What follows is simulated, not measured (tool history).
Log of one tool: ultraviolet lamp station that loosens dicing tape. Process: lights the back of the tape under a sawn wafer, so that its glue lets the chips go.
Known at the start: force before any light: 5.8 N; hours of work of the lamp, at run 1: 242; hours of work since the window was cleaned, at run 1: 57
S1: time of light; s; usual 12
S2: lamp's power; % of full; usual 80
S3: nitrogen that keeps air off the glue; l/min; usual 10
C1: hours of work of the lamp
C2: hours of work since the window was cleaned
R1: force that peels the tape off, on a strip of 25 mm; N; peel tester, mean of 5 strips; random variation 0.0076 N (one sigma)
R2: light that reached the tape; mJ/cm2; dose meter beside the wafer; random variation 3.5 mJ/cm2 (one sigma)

{"run": 1, "hour": 0.0, "S1": 12, "S2": 80, "S3": 10, "C1": 242, "C2": 57, "R1": 0.357, "R2": 527}
{"run": 2, "hour": 12.3, "S1": 12, "S2": 80, "S3": 10, "C1": 252, "C2": 67, "R1": 0.376, "R2": 526}
{"run": 3, "hour": 27.3, "S1": 12, "S2": 80, "S3": 4, "C1": 264, "C2": 78, "R1": 0.679, "R2": 510}
{"run": 4, "hour": 41.6, "S1": 12, "S2": 80, "S3": 4, "C1": 275, "C2": 90, "R1": 0.717, "R2": 520}
{"run": 5, "hour": 54.2, "S1": 12, "S2": 80, "S3": 10, "C1": 285, "C2": 100, "R1": 0.382, "R2": 511}
{"run": 6, "hour": 67.8, "S1": 12, "S2": 80, "S3": 10, "C1": 295, "C2": 110, "R1": 0.4, "R2": 497}
{"run": 7, "hour": 81.6, "S1": 12, "S2": 67, "S3": 10, "C1": 306, "C2": 121, "R1": 0.602, "R2": 412}
{"run": 8, "hour": 97.4, "S1": 12, "S2": 67, "S3": 10, "C1": 319, "C2": 133, "R1": 0.616, "R2": 407}
{"run": 9, "hour": 107.3, "S1": 7, "S2": 67, "S3": 10, "C1": 326, "C2": 141, "R1": 1.546, "R2": 237}
{"run": 10, "hour": 115.0, "S1": 7, "S2": 67, "S3": 10, "C1": 333, "C2": 147, "R1": 1.553, "R2": 236}
{"run": 11, "hour": 124.1, "S1": 12, "S2": 80, "S3": 10, "C1": 340, "C2": 154, "R1": 0.435, "R2": 478}
{"run": 12, "hour": 139.4, "S1": 12, "S2": 71, "S3": 10, "C1": 352, "C2": 166, "R1": 0.578, "R2": 418}
{"run": 13, "hour": 155.2, "S1": 12, "S2": 71, "S3": 10, "C1": 364, "C2": 179, "R1": 0.602, "R2": 412}
{"run": 14, "hour": 170.4, "S1": 12, "S2": 80, "S3": 10, "C1": 376, "C2": 191, "R1": 0.461, "R2": 462}
{"run": 15, "hour": 177.0, "S1": 12, "S2": 80, "S3": 10, "C1": 381, "C2": 196, "R1": 0.473, "R2": 459}
{"hour": 178.6, "done": "window cleaned of glue's vapour"}
{"run": 16, "hour": 184.6, "S1": 12, "S2": 80, "S3": 10, "C1": 387, "C2": 5, "R1": 0.525, "R2": 444}
{"run": 17, "hour": 191.5, "S1": 12, "S2": 80, "S3": 10, "C1": 392, "C2": 10, "R1": 0.517, "R2": 442}
{"run": 18, "hour": 201.6, "S1": 12, "S2": 80, "S3": 10, "C1": 400, "C2": 18, "R1": 0.545, "R2": 434}
{"hour": 209.0, "done": "window cleaned of glue's vapour, once more"}
{"run": 19, "hour": 215.7, "S1": 12, "S2": 80, "S3": 10, "C1": 411, "C2": 5, "R1": 0.346, "R2": 537}
{"run": 20, "hour": 223.0, "S1": 12, "S2": 80, "S3": 10, "C1": 416, "C2": 11, "R1": 0.365, "R2": 531}
{"run": 21, "hour": 233.2, "S1": 21, "S2": 80, "S3": 10, "C1": 424, "C2": 19, "R1": 0.112, "R2": 921}
{"run": 22, "hour": 239.7, "S1": 21, "S2": 80, "S3": 10, "C1": 429, "C2": 24, "R1": 0.121, "R2": 925}
{"run": 23, "hour": 246.5, "S1": 7, "S2": 80, "S3": 19, "C1": 435, "C2": 29, "R1": 0.802, "R2": 304}
{"run": 24, "hour": 253.6, "S1": 12, "S2": 68, "S3": 5, "C1": 440, "C2": 35, "R1": 0.783, "R2": 442}
{"run": 25, "hour": 267.3, "S1": 12, "S2": 65, "S3": 5, "C1": 451, "C2": 46, "R1": 0.906, "R2": 421}
{"run": 26, "hour": 277.3, "S1": 13, "S2": 73, "S3": 6, "C1": 459, "C2": 54, "R1": 0.554, "R2": 506}
{"run": 27, "hour": 291.4, "S1": 13, "S2": 73, "S3": 6, "C1": 470, "C2": 65, "R1": 0.555, "R2": 502}
{"run": 28, "hour": 304.1, "S1": 13, "S2": 73, "S3": 6, "C1": 480, "C2": 75, "R1": 0.591, "R2": 503}
{"run": 29, "hour": 317.3, "S1": 13, "S2": 73, "S3": 6, "C1": 490, "C2": 85, "R1": 0.594, "R2": 491}
{"run": 30, "hour": 329.9, "S1": 7, "S2": 72, "S3": 18, "C1": 500, "C2": 95, "R1": 1.106, "R2": 261}
{"run": 31, "hour": 339.9, "S1": 7, "S2": 91, "S3": 19, "C1": 508, "C2": 103, "R1": 0.699, "R2": 324}
{"run": 32, "hour": 347.7, "S1": 6, "S2": 76, "S3": 6, "C1": 514, "C2": 109, "R1": 1.907, "R2": 231}
{"run": 33, "hour": 357.3, "S1": 12, "S2": 85, "S3": 10, "C1": 522, "C2": 116, "R1": 0.366, "R2": 520}
{"run": 34, "hour": 372.0, "S1": 12, "S2": 85, "S3": 10, "C1": 533, "C2": 128, "R1": 0.396, "R2": 512}
{"run": 35, "hour": 381.8, "S1": 11, "S2": 92, "S3": 12, "C1": 541, "C2": 136, "R1": 0.356, "R2": 497}
{"run": 36, "hour": 394.6, "S1": 15, "S2": 65, "S3": 3, "C1": 551, "C2": 146, "R1": 0.979, "R2": 480}
{"run": 37, "hour": 406.0, "S1": 12, "S2": 65, "S3": 10, "C1": 560, "C2": 155, "R1": 0.741, "R2": 382}
{"run": 38, "hour": 413.4, "S1": 12, "S2": 65, "S3": 10, "C1": 566, "C2": 160, "R1": 0.753, "R2": 375}
{"run": 39, "hour": 425.6, "S1": 12, "S2": 65, "S3": 10, "C1": 575, "C2": 170, "R1": 0.747, "R2": 372}

3 ways to go on from here, each from the tool as it stands after run 39. What would each give?
{"run": "A", "hour": 438.6, "S1": 12, "S2": 65, "S3": 8, "C1": 585, "C2": 180, "R1": "?", "R2": "?"}
{"run": "B", "hour": 438.6, "S1": 12, "S2": 90, "S3": 7, "C1": 585, "C2": 180, "R1": "?", "R2": "?"}
{"run": "C", "hour": 438.6, "S1": 14, "S2": 78, "S3": 10, "C1": 585, "C2": 180, "R1": "?", "R2": "?"}

run=A R1=0.876 R2=373
run=B R1=0.507 R2=510
run=C R1=0.371 R2=524
Without the tool's hidden state the same runs would have given:
run=A R1=0.544 R2=474
run=B R1=0.293 R2=650
run=C R1=0.208 R2=665
